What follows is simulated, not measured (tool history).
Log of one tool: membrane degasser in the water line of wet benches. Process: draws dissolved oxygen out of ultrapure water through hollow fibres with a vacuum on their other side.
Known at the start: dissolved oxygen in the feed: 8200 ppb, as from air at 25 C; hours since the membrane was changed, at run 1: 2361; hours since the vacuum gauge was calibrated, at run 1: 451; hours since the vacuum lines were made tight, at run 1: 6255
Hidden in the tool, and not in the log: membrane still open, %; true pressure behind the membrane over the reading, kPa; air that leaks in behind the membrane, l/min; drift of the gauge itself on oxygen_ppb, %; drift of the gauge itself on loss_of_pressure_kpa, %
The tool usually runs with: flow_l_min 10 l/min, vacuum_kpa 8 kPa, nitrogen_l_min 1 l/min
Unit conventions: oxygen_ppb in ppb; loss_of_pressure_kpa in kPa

run,hour,flow_l_min,vacuum_kpa,nitrogen_l_min,hours since the membrane was changed,hours since the vacuum gauge was calibrated,hours since the vacuum lines were made tight,oxygen_ppb,loss_of_pressure_kpa
1,0,10,8,1,2361,451,6255,124.2,42.79
2,105.9,10,8,1,2467,557,6361,122.8,42.67
3,197.7,10,8,1,2559,649,6452,123.8,42.79
4,249.1,10,8,1,2610,700,6504,122.9,42.67
5,307.2,10,8,2.6,2668,758,6562,56.1,43.14
6,424.2,11,8,1,2785,875,6679,139.5,47.2
7,488.7,11,8,1,2850,940,6743,139,47.27
8,614.5,10,8,1,2976,1065,6869,125.9,42.65
9,736.4,10,8,1,3098,1187,6991,124.8,42.68
10,853.2,10,8,1,3214,1304,7108,123.4,42.65
11,914.7,10,8,1,3276,1366,7169,125.3,42.9
12,966.9,10,8,0.94,3328,1418,7222,127.5,43.12
# hour 974.7: vacuum gauge calibrated
13,1041.8,10,8,0.94,3403,67,7296,132.8,43.29
14,1099.9,10,8,1,3461,125,7354,125.1,42.99
# hour 1151.6: vacuum gauge calibrated, once more
15,1211.3,10,17.55,1,3571,60,7465,344.7,43.12
16,1328.4,10,17.55,1,3689,177,7582,340.3,42.81
17,1451.5,12,14.79,2.03,3812,300,7705,179.8,51.38
18,1524.9,9,10.96,2.52,3885,373,7779,75.6,38.55
19,1636.9,11,8,0.5,3997,485,7891,241.1,47.13
20,1726.2,9,13.67,0.89,4086,575,7980,257.8,38.43
21,1834.3,9,13.67,0.89,4195,683,8088,258,38.76
22,1914.3,10,11.75,0.49,4274,763,8168,391.3,43.4
23,1975.9,7,11.83,0.49,4336,824,8230,286.7,30.57
24,2078.4,15,8,2.51,4439,927,8332,102.9,64.09
25,2192.9,7,7.87,1.78,4553,1041,8447,49.3,29.89
26,2257.3,10,8,1.07,4617,1106,8511,115.7,42.91
27,2316.8,10,8,1.07,4677,1165,8571,119.1,42.82
28,2431.6,10,8,1.07,4792,1280,8685,116.3,42.93
29,2528.3,15,8,1.79,4889,1377,8782,128,64.88
30,2620.8,10,9.87,1,4981,1469,8875,168.1,42.87
31,2707.5,10,16.25,1.13,5068,1556,8961,282.8,42.93

3 ways to go on from here, each from the tool as it stands after run 31. What would each give?
A,2788.5,10,8.98,1.13,5149,1637,9042,?,?
B,2788.5,15,14.52,1.34,5149,1637,9042,?,?
C,2788.5,15,9.8,1.41,5149,1637,9042,?,?

run,oxygen_ppb,loss_of_pressure_kpa
A,135.3,43.17
B,321.6,64.8
C,196.3,65.1
What these runs would have given with no unlogged condition in the tool:
run,oxygen_ppb,loss_of_pressure_kpa
A,130.5,42.39
B,313.8,63.64
C,189.7,63.94
